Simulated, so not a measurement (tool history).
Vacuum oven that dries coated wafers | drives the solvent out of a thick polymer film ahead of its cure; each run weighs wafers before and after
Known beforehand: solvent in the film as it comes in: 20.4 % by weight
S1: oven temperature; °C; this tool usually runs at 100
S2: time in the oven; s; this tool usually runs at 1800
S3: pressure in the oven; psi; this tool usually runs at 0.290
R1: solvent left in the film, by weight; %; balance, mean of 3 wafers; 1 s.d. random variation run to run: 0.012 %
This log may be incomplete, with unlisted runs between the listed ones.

run 1 hour=0.0 | S1=100 S2=1800 S3=0.290 | R1=4.58
run 2 hour=73.1 | S1=100 S2=1800 S3=0.290 | R1=4.51
run 3 hour=128.6 | S1=100 S2=1800 S3=0.290 | R1=4.54
run 4 hour=193.2 | S1=100 S2=1800 S3=0.384 | R1=4.94
-- hour=218.0 oven's thermocouples calibrated
run 5 hour=228.7 | S1=100 S2=1800 S3=0.384 | R1=5.04
run 6 hour=271.6 | S1=110 S2=1800 S3=0.290 | R1=2.29
run 7 hour=302.0 | S1=106 S2=1800 S3=0.290 | R1=3.07
run 8 hour=336.7 | S1=91 S2=1800 S3=0.290 | R1=7.50
run 9 hour=411.5 | S1=100 S2=1260 S3=0.290 | R1=6.47
run 10 hour=446.5 | S1=100 S2=960 S3=0.290 | R1=7.97
run 11 hour=495.4 | S1=100 S2=960 S3=0.290 | R1=7.94
run 12 hour=564.6 | S1=100 S2=960 S3=0.290 | R1=7.94
run 13 hour=611.3 | S1=100 S2=960 S3=0.290 | R1=7.93
run 14 hour=673.4 | S1=100 S2=1800 S3=0.290 | R1=4.59
-- hour=684.2 vacuum gauge cleaned of residue and calibrated
run 15 hour=710.1 | S1=100 S2=1800 S3=0.290 | R1=4.28
run 16 hour=780.6 | S1=100 S2=2460 S3=0.290 | R1=2.95
run 17 hour=854.6 | S1=100 S2=1800 S3=0.290 | R1=4.25
run 18 hour=918.7 | S1=100 S2=1800 S3=0.152 | R1=3.69
run 19 hour=962.3 | S1=100 S2=1800 S3=0.152 | R1=3.67
run 20 hour=1000.2 | S1=100 S2=1800 S3=0.152 | R1=3.67
run 21 hour=1065.7 | S1=100 S2=1800 S3=0.152 | R1=3.64
run 22 hour=1108.7 | S1=100 S2=1800 S3=0.152 | R1=3.66
run 23 hour=1175.1 | S1=93 S2=1380 S3=0.290 | R1=7.85
run 24 hour=1238.2 | S1=110 S2=1620 S3=0.290 | R1=2.33
run 25 hour=1272.1 | S1=110 S2=1620 S3=0.290 | R1=2.32
run 26 hour=1325.2 | S1=98 S2=1500 S3=0.210 | R1=5.44
run 27 hour=1398.4 | S1=98 S2=1140 S3=0.306 | R1=7.28
-- hour=1430.8 oven's thermocouples calibrated
run 28 hour=1449.9 | S1=99 S2=1800 S3=0.336 | R1=5.23
run 29 hour=1517.0 | S1=87 S2=2460 S3=0.419 | R1=8.13
run 30 hour=1557.1 | S1=105 S2=1620 S3=0.419 | R1=4.32
run 31 hour=1621.9 | S1=100 S2=1140 S3=0.248 | R1=7.03
run 32 hour=1671.6 | S1=95 S2=3180 S3=0.252 | R1=3.38
run 33 hour=1705.5 | S1=106 S2=1800 S3=1.125 | R1=6.21
run 34 hour=1776.7 | S1=100 S2=2520 S3=0.290 | R1=3.22
run 35 hour=1847.9 | S1=100 S2=2520 S3=0.290 | R1=3.23
run 36 hour=1893.1 | S1=100 S2=2520 S3=0.290 | R1=3.19
run 37 hour=1948.6 | S1=97 S2=960 S3=0.177 | R1=8.63
run 38 hour=1984.6 | S1=97 S2=960 S3=0.177 | R1=8.60
run 39 hour=2030.3 | S1=91 S2=1800 S3=0.954 | R1=10.83
run 40 hour=2075.2 | S1=100 S2=3120 S3=0.290 | R1=2.55
run 41 hour=2148.1 | S1=90 S2=1080 S3=0.284 | R1=10.50
run 42 hour=2179.6 | S1=90 S2=1080 S3=0.284 | R1=10.49
run 43 hour=2217.8 | S1=104 S2=1800 S3=0.994 | R1=6.26

Below are 3 alternative next runs, each starting from the tool's condition after run 43. Predict each:
run A hour=2262.3 | S1=86 S2=1800 S3=0.994 | R1=?
run B hour=2262.3 | S1=115 S2=1800 S3=0.206 | R1=?
run C hour=2262.3 | S1=95 S2=960 S3=1.028 | R1=?

run=A R1=12.97
run=B R1=1.30
run=C R1=12.20
Without the tool's unlogged condition, the same runs would have read:
run=A R1=12.75
run=B R1=1.19
run=C R1=12.04

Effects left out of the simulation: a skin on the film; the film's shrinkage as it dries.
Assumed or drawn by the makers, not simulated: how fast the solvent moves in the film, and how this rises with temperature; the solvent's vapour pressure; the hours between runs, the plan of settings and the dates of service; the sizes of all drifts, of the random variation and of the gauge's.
